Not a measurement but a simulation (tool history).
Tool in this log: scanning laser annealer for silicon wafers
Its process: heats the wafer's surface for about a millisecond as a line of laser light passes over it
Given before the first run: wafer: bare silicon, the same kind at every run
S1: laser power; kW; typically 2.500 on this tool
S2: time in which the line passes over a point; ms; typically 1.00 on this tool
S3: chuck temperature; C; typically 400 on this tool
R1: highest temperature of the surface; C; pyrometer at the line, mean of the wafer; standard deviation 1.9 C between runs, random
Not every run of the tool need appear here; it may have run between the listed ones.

{"run": 1, "day": 0.0, "S1": 2.5, "S2": 1.0, "S3": 400, "R1": 1144}
{"run": 2, "day": 0.792, "S1": 2.5, "S2": 1.0, "S3": 400, "R1": 1146}
{"run": 3, "day": 2.054, "S1": 2.5, "S2": 1.0, "S3": 394, "R1": 1137}
{"run": 4, "day": 3.258, "S1": 2.5, "S2": 1.0, "S3": 400, "R1": 1144}
{"run": 5, "day": 4.346, "S1": 2.285, "S2": 1.0, "S3": 400, "R1": 1067}
{"run": 6, "day": 5.5, "S1": 2.285, "S2": 1.0, "S3": 400, "R1": 1069}
{"run": 7, "day": 6.196, "S1": 2.285, "S2": 1.0, "S3": 400, "R1": 1069}
{"run": 8, "day": 7.679, "S1": 2.285, "S2": 1.0, "S3": 400, "R1": 1070}
{"run": 9, "day": 8.996, "S1": 2.285, "S2": 1.0, "S3": 400, "R1": 1071}
{"run": 10, "day": 10.25, "S1": 2.419, "S2": 0.89, "S3": 429, "R1": 1101}
{"run": 11, "day": 11.525, "S1": 2.716, "S2": 1.22, "S3": 366, "R1": 1282}
{"run": 12, "day": 12.821, "S1": 2.716, "S2": 1.22, "S3": 366, "R1": 1288}
{"run": 13, "day": 13.762, "S1": 2.716, "S2": 1.22, "S3": 366, "R1": 1287}
{"run": 14, "day": 14.833, "S1": 2.5, "S2": 0.87, "S3": 377, "R1": 1067}
{"run": 15, "day": 15.829, "S1": 2.5, "S2": 0.87, "S3": 377, "R1": 1066}
{"run": 16, "day": 16.658, "S1": 2.679, "S2": 0.76, "S3": 419, "R1": 1110}
{"run": 17, "day": 18.083, "S1": 2.451, "S2": 0.83, "S3": 419, "R1": 1072}

What if the next run were any one of these 5? Each begins from the tool's condition after run 17:
{"run": "A", "day": 19.471, "S1": 2.5, "S2": 1.0, "S3": 410, "R1": "?"}
{"run": "B", "day": 19.471, "S1": 2.451, "S2": 0.8, "S3": 419, "R1": "?"}
{"run": "C", "day": 19.471, "S1": 2.657, "S2": 0.83, "S3": 419, "R1": "?"}
{"run": "D", "day": 19.471, "S1": 2.5, "S2": 0.93, "S3": 362, "R1": "?"}
{"run": "E", "day": 19.471, "S1": 2.691, "S2": 0.72, "S3": 409, "R1": "?"}

run=A R1=1153
run=B R1=1063
run=C R1=1143
run=D R1=1081
run=E R1=1086
What these runs would have given with no unlogged condition in the tool:
run=A R1=1154
run=B R1=1064
run=C R1=1144
run=D R1=1082
run=E R1=1087

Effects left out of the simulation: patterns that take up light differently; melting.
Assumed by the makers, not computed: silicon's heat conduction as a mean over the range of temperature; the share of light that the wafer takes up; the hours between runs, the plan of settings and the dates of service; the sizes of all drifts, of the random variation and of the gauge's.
